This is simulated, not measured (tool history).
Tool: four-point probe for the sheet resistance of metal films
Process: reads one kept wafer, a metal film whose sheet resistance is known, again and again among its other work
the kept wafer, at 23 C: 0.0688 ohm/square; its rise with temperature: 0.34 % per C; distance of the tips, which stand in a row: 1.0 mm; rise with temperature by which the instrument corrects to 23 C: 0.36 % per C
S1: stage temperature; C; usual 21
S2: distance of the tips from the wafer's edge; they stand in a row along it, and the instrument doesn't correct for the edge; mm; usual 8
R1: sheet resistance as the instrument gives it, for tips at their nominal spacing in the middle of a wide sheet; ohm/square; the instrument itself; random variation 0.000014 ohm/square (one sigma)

{"run": 1, "hour": 0.0, "S1": 21, "S2": 8, "R1": 0.069559}
{"run": 2, "hour": 41.6, "S1": 21, "S2": 8, "R1": 0.069573}
{"run": 3, "hour": 83.3, "S1": 21, "S2": 37, "R1": 0.068992}
{"run": 4, "hour": 129.8, "S1": 21, "S2": 8, "R1": 0.069544}
{"run": 5, "hour": 168.7, "S1": 24, "S2": 8, "R1": 0.069506}
{"run": 6, "hour": 197.4, "S1": 24, "S2": 8, "R1": 0.069489}
{"run": 7, "hour": 232.5, "S1": 23, "S2": 8, "R1": 0.069493}
{"run": 8, "hour": 261.0, "S1": 21, "S2": 47, "R1": 0.068948}
{"run": 9, "hour": 304.9, "S1": 21, "S2": 47, "R1": 0.068944}
{"run": 10, "hour": 347.9, "S1": 21, "S2": 58, "R1": 0.068941}
{"run": 11, "hour": 366.7, "S1": 21, "S2": 8, "R1": 0.069499}
{"run": 12, "hour": 399.6, "S1": 21, "S2": 8, "R1": 0.069494}
{"run": 13, "hour": 444.8, "S1": 21, "S2": 19, "R1": 0.06901}
{"run": 14, "hour": 474.0, "S1": 23, "S2": 19, "R1": 0.068984}
{"run": 15, "hour": 520.6, "S1": 21, "S2": 8, "R1": 0.069508}
{"run": 16, "hour": 550.1, "S1": 26, "S2": 8, "R1": 0.069388}
{"run": 17, "hour": 583.0, "S1": 26, "S2": 8, "R1": 0.069403}
{"run": 18, "hour": 604.7, "S1": 28, "S2": 8, "R1": 0.069367}
{"run": 19, "hour": 626.4, "S1": 28, "S2": 8, "R1": 0.069363}
{"run": 20, "hour": 657.3, "S1": 23, "S2": 8, "R1": 0.069439}
{"run": 21, "hour": 691.3, "S1": 23, "S2": 9, "R1": 0.069307}
{"run": 22, "hour": 710.1, "S1": 21, "S2": 30, "R1": 0.068917}
{"run": 23, "hour": 731.7, "S1": 21, "S2": 30, "R1": 0.068935}
{"run": 24, "hour": 767.1, "S1": 21, "S2": 30, "R1": 0.068935}
{"run": 25, "hour": 805.4, "S1": 21, "S2": 30, "R1": 0.068905}
{"run": 26, "hour": 840.7, "S1": 32, "S2": 4, "R1": 0.07092}
{"run": 27, "hour": 873.7, "S1": 18, "S2": 34, "R1": 0.068932}
{"run": 28, "hour": 913.4, "S1": 18, "S2": 34, "R1": 0.068928}
{"run": 29, "hour": 938.5, "S1": 19, "S2": 5, "R1": 0.070357}
{"run": 30, "hour": 984.1, "S1": 34, "S2": 5, "R1": 0.070104}
{"run": 31, "hour": 1005.3, "S1": 26, "S2": 6, "R1": 0.069772}
{"run": 32, "hour": 1043.2, "S1": 19, "S2": 11, "R1": 0.069174}
{"run": 33, "hour": 1085.0, "S1": 19, "S2": 11, "R1": 0.069174}
{"run": 34, "hour": 1123.8, "S1": 25, "S2": 11, "R1": 0.069044}
{"run": 35, "hour": 1162.0, "S1": 29, "S2": 11, "R1": 0.069006}
{"run": 36, "hour": 1201.5, "S1": 26, "S2": 8, "R1": 0.069328}
{"run": 37, "hour": 1241.5, "S1": 30, "S2": 25, "R1": 0.068743}
{"run": 38, "hour": 1273.4, "S1": 30, "S2": 25, "R1": 0.068743}
{"run": 39, "hour": 1313.2, "S1": 30, "S2": 31, "R1": 0.068725}
{"run": 40, "hour": 1334.7, "S1": 25, "S2": 8, "R1": 0.069302}
{"run": 41, "hour": 1380.9, "S1": 32, "S2": 3, "R1": 0.07249}
{"run": 42, "hour": 1408.4, "S1": 32, "S2": 3, "R1": 0.072465}
{"run": 43, "hour": 1454.4, "S1": 28, "S2": 28, "R1": 0.068718}
{"run": 44, "hour": 1497.1, "S1": 31, "S2": 64, "R1": 0.068624}

Some steps in R1 between neighbouring runs. How much of each would the tool show without its hidden state too (settings, what came in, random variation), and how much is left for the hidden state, with any gauge scatter that isn't in both results?
The hidden state here: inner tips' distance over the nominal, %; tips' flats over new ones', %; wafer's true temperature over the reading, C; drift of the gauge itself on sheet_ohm, %.
Run 2 -> 3: S2 8 -> 37. R1 -0.000581 ohm/square: hidden state -0.000008, all else -0.000573.
Run 12 -> 13: S2 8 -> 19. R1 -0.000484 ohm/square: hidden state -0.000008, all else -0.000476.
Run 25 -> 26: S1 21 -> 32, S2 30 -> 4. R1 +0.002015 ohm/square: hidden state -0.000004, all else +0.002019.
Run 29 -> 30: S1 19 -> 34. R1 -0.000253 ohm/square: hidden state -0.000009, all else -0.000244.
Run 40 -> 41: S1 25 -> 32, S2 8 -> 3. R1 +0.003188 ohm/square: hidden state -0.000008, all else +0.003196.
Run 42 -> 43: S1 32 -> 28, S2 3 -> 28. R1 -0.003747 ohm/square: hidden state -0.000004, all else -0.003743.
